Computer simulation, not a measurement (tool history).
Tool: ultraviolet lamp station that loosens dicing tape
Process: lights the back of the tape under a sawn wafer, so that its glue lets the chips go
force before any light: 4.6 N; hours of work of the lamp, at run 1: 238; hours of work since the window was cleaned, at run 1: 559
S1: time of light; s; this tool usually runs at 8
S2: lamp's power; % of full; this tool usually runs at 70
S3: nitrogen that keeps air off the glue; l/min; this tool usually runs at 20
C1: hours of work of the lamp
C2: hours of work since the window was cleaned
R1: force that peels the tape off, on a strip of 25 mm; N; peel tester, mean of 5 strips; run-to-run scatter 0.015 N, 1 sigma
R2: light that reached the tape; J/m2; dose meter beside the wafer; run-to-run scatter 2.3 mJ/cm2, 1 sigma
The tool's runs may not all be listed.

Run 1, hour 0.0: usual settings; C1 238; C2 559. Result: R1 0.900 N, R2 2050 J/m2.
Run 2, hour 11.9: usual settings but S3 9 l/min; C1 244; C2 566. Result: R1 1.376 N, R2 2020 J/m2.
Run 3, hour 30.0: usual settings but S3 9 l/min; C1 254; C2 575. Result: R1 1.401 N, R2 2010 J/m2.
Run 4, hour 44.8: usual settings but S3 9 l/min; C1 262; C2 583. Result: R1 1.375 N, R2 2040 J/m2.
Run 5, hour 55.7: usual settings but S3 9 l/min; C1 267; C2 588. Result: R1 1.427 N, R2 1980 J/m2.
Run 6, hour 65.2: usual settings but S3 9 l/min; C1 272; C2 593. Result: R1 1.366 N, R2 2000 J/m2.
Run 7, hour 81.4: usual settings but S3 9 l/min; C1 281; C2 602. Result: R1 1.391 N, R2 1970 J/m2.
At hour 95.5: window cleaned of glue's vapour.
Run 8, hour 98.7: usual settings but S3 9 l/min; C1 290; C2 2. Result: R1 1.386 N, R2 1990 J/m2.
Run 9, hour 110.7: usual settings but S2 86 % of full; C1 296; C2 8. Result: R1 0.691 N, R2 2420 J/m2.
Run 10, hour 120.1: usual settings; C1 301; C2 13. Result: R1 0.945 N, R2 1940 J/m2.
Run 11, hour 138.6: usual settings; C1 311; C2 23. Result: R1 0.914 N, R2 1950 J/m2.
Run 12, hour 149.2: usual settings; C1 316; C2 28. Result: R1 0.935 N, R2 1950 J/m2.
Run 13, hour 163.8: usual settings; C1 324; C2 36. Result: R1 0.947 N, R2 1900 J/m2.
Run 14, hour 180.2: usual settings but S2 69 % of full, S3 16 l/min; C1 332; C2 44. Result: R1 1.094 N, R2 1910 J/m2.
Run 15, hour 191.2: usual settings but S1 5 s, S2 99 % of full, S3 14 l/min; C1 338; C2 50. Result: R1 1.378 N, R2 1680 J/m2.
Run 16, hour 213.1: usual settings but S1 13 s, S3 15 l/min; C1 350; C2 62. Result: R1 0.580 N, R2 3080 J/m2.
At hour 216.9: window cleaned of glue's vapour, once more.
Run 17, hour 236.5: usual settings but S1 6 s, S2 95 % of full, S3 8 l/min; C1 362; C2 10. Result: R1 1.263 N, R2 2200 J/m2.
Run 18, hour 249.9: usual settings but S2 84 % of full; C1 369; C2 17. Result: R1 0.608 N, R2 2600 J/m2.
Run 19, hour 271.3: usual settings but S2 67 % of full, S3 28 l/min; C1 380; C2 29. Result: R1 0.745 N, R2 2050 J/m2.
Run 20, hour 294.1: usual settings but S1 7 s, S2 71 % of full, S3 25 l/min; C1 392; C2 40. Result: R1 0.906 N, R2 1890 J/m2.
Run 21, hour 312.1: usual settings but S2 86 % of full; C1 401; C2 50. Result: R1 0.640 N, R2 2580 J/m2.
Run 22, hour 332.3: usual settings but S2 69 % of full, S3 16 l/min; C1 412; C2 60. Result: R1 1.014 N, R2 2090 J/m2.
Run 23, hour 343.0: usual settings but S2 69 % of full, S3 16 l/min; C1 417; C2 66. Result: R1 1.002 N, R2 2070 J/m2.
Run 24, hour 359.4: usual settings but S1 5 s, S2 78 % of full, S3 16 l/min; C1 426; C2 75. Result: R1 1.504 N, R2 1460 J/m2.
Run 25, hour 377.6: usual settings but S1 5 s, S2 78 % of full, S3 16 l/min; C1 436; C2 84. Result: R1 1.504 N, R2 1460 J/m2.

Some steps in R1, run to run, broken into two amounts with sign: the step expected even without the hidden condition (settings, incoming material, random variation), and the rest, left for the hidden condition together with whatever gauge scatter is not in both the measured and the hidden-condition-free result:
The hidden state here: lamp's light, % of a new lamp's; light that the window lets through, % of a clean one's; drift of the gauge itself on peel_n, %; drift of the gauge itself on dose_mj_cm2, %.
Run 8 -> 9: S2 70 -> 86, S3 9 -> 20. R1 -0.695 N: hidden state -0.116, all else -0.579.
Run 15 -> 16: S1 5 -> 13, S2 99 -> 70, S3 14 -> 15. R1 -0.798 N: hidden state -0.176, all else -0.622.

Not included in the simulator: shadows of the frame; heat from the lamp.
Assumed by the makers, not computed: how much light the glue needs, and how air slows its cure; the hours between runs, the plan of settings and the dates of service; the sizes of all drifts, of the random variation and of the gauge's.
